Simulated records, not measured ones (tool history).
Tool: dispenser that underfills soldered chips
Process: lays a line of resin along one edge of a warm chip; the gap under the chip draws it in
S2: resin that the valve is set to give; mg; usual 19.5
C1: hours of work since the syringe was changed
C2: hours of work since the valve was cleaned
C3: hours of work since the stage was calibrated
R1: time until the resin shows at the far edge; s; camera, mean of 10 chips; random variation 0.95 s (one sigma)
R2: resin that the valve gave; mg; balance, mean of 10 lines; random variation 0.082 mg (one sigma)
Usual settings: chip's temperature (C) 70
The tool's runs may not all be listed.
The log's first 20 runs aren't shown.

-- day=8.979 new syringe of resin
-- day=9.021 dispensing valve cleaned and set on the balance
run 21 day=9.233 | chip's_temperature_(C)=55 S2=19.3 | C1=4 C2=4 C3=209 | R1=204.6 R2=19.23
run 22 day=9.512 | chip's_temperature_(C)=55 S2=19.3 | C1=9 C2=9 C3=214 | R1=290.8 R2=19.19
-- day=9.588 new syringe of resin
run 23 day=10.058 | chip's_temperature_(C)=55 S2=19.3 | C1=9 C2=20 C3=224 | R1=287.8 R2=18.97
-- day=10.171 new syringe of resin
-- day=10.75 new syringe of resin
run 24 day=10.758 | chip's_temperature_(C)=55 S2=21 | C1=0 C2=32 C3=237 | R1=160.4 R2=20.38
run 25 day=11.054 | chip's_temperature_(C)=78 S2=19.5 | C1=6 C2=38 C3=242 | R1=106.9 R2=18.91
-- day=11.317 new syringe of resin
run 26 day=11.638 | chip's_temperature_(C)=78 S2=19.5 | C1=6 C2=49 C3=253 | R1=107.3 R2=18.77
-- day=11.904 new syringe of resin
run 27 day=11.925 | chip's_temperature_(C)=70 S2=22.1 | C1=0 C2=54 C3=259 | R1=94.6 R2=21.15
run 28 day=12.317 | chip's_temperature_(C)=79 S2=18.3 | C1=8 C2=62 C3=266 | R1=120.6 R2=17.58
-- day=12.492 new syringe of resin
run 29 day=12.938 | chip's_temperature_(C)=70 S2=22.9 | C1=9 C2=73 C3=278 | R1=163.8 R2=21.94
-- day=13.067 dispensing valve cleaned and set on the balance
-- day=13.121 new syringe of resin
run 30 day=13.312 | chip's_temperature_(C)=82 S2=24.4 | C1=4 C2=4 C3=284 | R1=79.4 R2=24.14
run 31 day=13.6 | chip's_temperature_(C)=66 S2=17.5 | C1=9 C2=10 C3=289 | R1=204 R2=17.35
-- day=13.7 new syringe of resin
run 32 day=14.142 | chip's_temperature_(C)=66 S2=17.5 | C1=8 C2=20 C3=299 | R1=190 R2=17.41
-- day=14.258 new syringe of resin
run 33 day=14.667 | chip's_temperature_(C)=66 S2=17.5 | C1=8 C2=30 C3=309 | R1=184.6 R2=17.19

Forecast each of these 5 alternatives for the next run:
-- day=14.85 new syringe of resin
run A day=15.312 | chip's_temperature_(C)=61 S2=19.5 | C1=9 C2=42 C3=321 | R1=? R2=?
-- day=14.85 new syringe of resin
run B day=15.312 | chip's_temperature_(C)=70 S2=17 | C1=9 C2=42 C3=321 | R1=? R2=?
-- day=14.85 new syringe of resin
run C day=15.312 | chip's_temperature_(C)=66 S2=19 | C1=9 C2=42 C3=321 | R1=? R2=?
-- day=14.85 new syringe of resin
run D day=15.312 | chip's_temperature_(C)=57 S2=22.2 | C1=9 C2=42 C3=321 | R1=? R2=?
-- day=14.85 new syringe of resin
run E day=15.312 | chip's_temperature_(C)=56 S2=23.3 | C1=9 C2=42 C3=321 | R1=? R2=?

run=A R1=233.2 R2=19.04
run=B R1=172.9 R2=16.46
run=C R1=195.6 R2=18.61
run=D R1=272.6 R2=21.72
run=E R1=278 R2=22.65
Without the tool's hidden state the same runs would have given:
run=A R1=123.6 R2=19.5
run=B R1=91.4 R2=16.86
run=C R1=103.8 R2=19.06
run=D R1=144.6 R2=22.24
run=E R1=147.5 R2=23.2
